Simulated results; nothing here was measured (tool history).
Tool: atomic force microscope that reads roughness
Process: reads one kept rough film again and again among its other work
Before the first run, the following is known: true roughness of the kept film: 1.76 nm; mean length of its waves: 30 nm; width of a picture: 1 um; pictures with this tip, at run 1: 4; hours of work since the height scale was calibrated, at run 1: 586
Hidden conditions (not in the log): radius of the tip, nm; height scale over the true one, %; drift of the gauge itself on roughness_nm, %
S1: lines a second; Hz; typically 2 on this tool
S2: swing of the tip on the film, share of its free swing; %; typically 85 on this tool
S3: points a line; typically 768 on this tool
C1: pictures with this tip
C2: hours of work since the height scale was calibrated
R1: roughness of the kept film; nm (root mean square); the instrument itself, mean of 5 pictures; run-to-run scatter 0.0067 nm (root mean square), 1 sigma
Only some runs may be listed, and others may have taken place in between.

| run | hour | S1 | S2 | S3 | C1 | C2 | R1 |
|---|---|---|---|---|---|---|---|
| 1 | 0 | 2 | 85 | 768 | 4 | 586 | 1.327 |
| 2 | 11.1 | 2 | 85 | 768 | 22 | 593 | 1.289 |
| 3 | 24.6 | 1.04 | 85 | 768 | 45 | 600 | 1.373 |
| 4 | 35.6 | 2 | 74 | 768 | 63 | 606 | 1.307 |
| 5 | 47.7 | 2 | 74 | 768 | 84 | 613 | 1.254 |
|  | 62.4 | new tip fitted |
| 6 | 72.8 | 2 | 74 | 768 | 18 | 627 | 1.412 |
| 7 | 89.7 | 2 | 74 | 768 | 46 | 636 | 1.36 |
| 8 | 102.6 | 2 | 85 | 768 | 68 | 644 | 1.191 |
| 9 | 125.4 | 2 | 85 | 768 | 106 | 656 | 1.117 |
|  | 127.6 | new tip fitted |
| 10 | 137.4 | 2 | 85 | 768 | 16 | 663 | 1.3 |
| 11 | 158.4 | 2 | 58 | 768 | 52 | 675 | 1.428 |
| 12 | 172.8 | 2 | 58 | 768 | 76 | 683 | 1.388 |
| 13 | 186.7 | 2 | 58 | 768 | 99 | 691 | 1.33 |
|  | 193.6 | new tip fitted |
| 14 | 208.1 | 2 | 85 | 768 | 24 | 702 | 1.285 |
| 15 | 229.4 | 2 | 85 | 768 | 60 | 714 | 1.211 |
| 16 | 245.1 | 2 | 85 | 768 | 86 | 723 | 1.154 |
|  | 258 | new tip fitted |
| 17 | 258.6 | 2 | 85 | 768 | 1 | 730 | 1.332 |
| 18 | 285.3 | 2 | 85 | 768 | 46 | 745 | 1.234 |
| 19 | 309.9 | 2 | 58 | 300 | 87 | 759 | 1.343 |
|  | 323.3 | new tip fitted |
| 20 | 327.6 | 1.12 | 76 | 1015 | 7 | 769 | 1.495 |
| 21 | 344.8 | 1.88 | 76 | 359 | 36 | 778 | 1.34 |
| 22 | 371.2 | 2.82 | 60 | 768 | 80 | 793 | 1.33 |
| 23 | 382.1 | 1.41 | 86 | 454 | 98 | 799 | 1.177 |
|  | 388.4 | new tip fitted |
| 24 | 407.1 | 1.41 | 86 | 454 | 31 | 813 | 1.308 |
| 25 | 419.1 | 3.52 | 65 | 587 | 51 | 820 | 1.308 |
| 26 | 434.3 | 1.91 | 56 | 668 | 77 | 828 | 1.408 |
| 27 | 447.9 | 2 | 70 | 768 | 100 | 836 | 1.259 |
|  | 452.7 | new tip fitted |
| 28 | 474.3 | 1 | 70 | 642 | 36 | 850 | 1.457 |
| 29 | 494.9 | 1 | 70 | 642 | 71 | 862 | 1.379 |
|  | 516.9 | new tip fitted |
| 30 | 519.2 | 0.56 | 66 | 642 | 4 | 875 | 1.603 |
| 31 | 542.4 | 1.87 | 77 | 768 | 43 | 888 | 1.335 |
| 32 | 566.5 | 3 | 65 | 768 | 83 | 902 | 1.279 |
|  | 582.5 | new tip fitted |
| 33 | 586.8 | 3 | 65 | 768 | 7 | 913 | 1.449 |
| 34 | 611.2 | 2.62 | 65 | 282 | 48 | 927 | 1.363 |
| 35 | 633.7 | 3.8 | 85 | 438 | 86 | 939 | 0.97 |
| 36 | 645.6 | 0.99 | 69 | 319 | 106 | 946 | 1.305 |

Below are 3 alternative next runs, each starting from the tool's condition after run 36. Predict each:
|  | 647.6 | new tip fitted |
| A | 665 | 0.5 | 56 | 480 | 30 | 957 | ? |
|  | 647.6 | new tip fitted |
| B | 665 | 1.72 | 62 | 390 | 30 | 957 | ? |
|  | 647.6 | new tip fitted |
| C | 665 | 2.25 | 55 | 554 | 30 | 957 | ? |

| run | R1 |
|---|---|
| A | 1.534 |
| B | 1.478 |
| C | 1.484 |
Without the tool's unlogged condition, the same runs would have read:
| run | R1 |
|---|---|
| A | 1.638 |
| B | 1.577 |
| C | 1.585 |
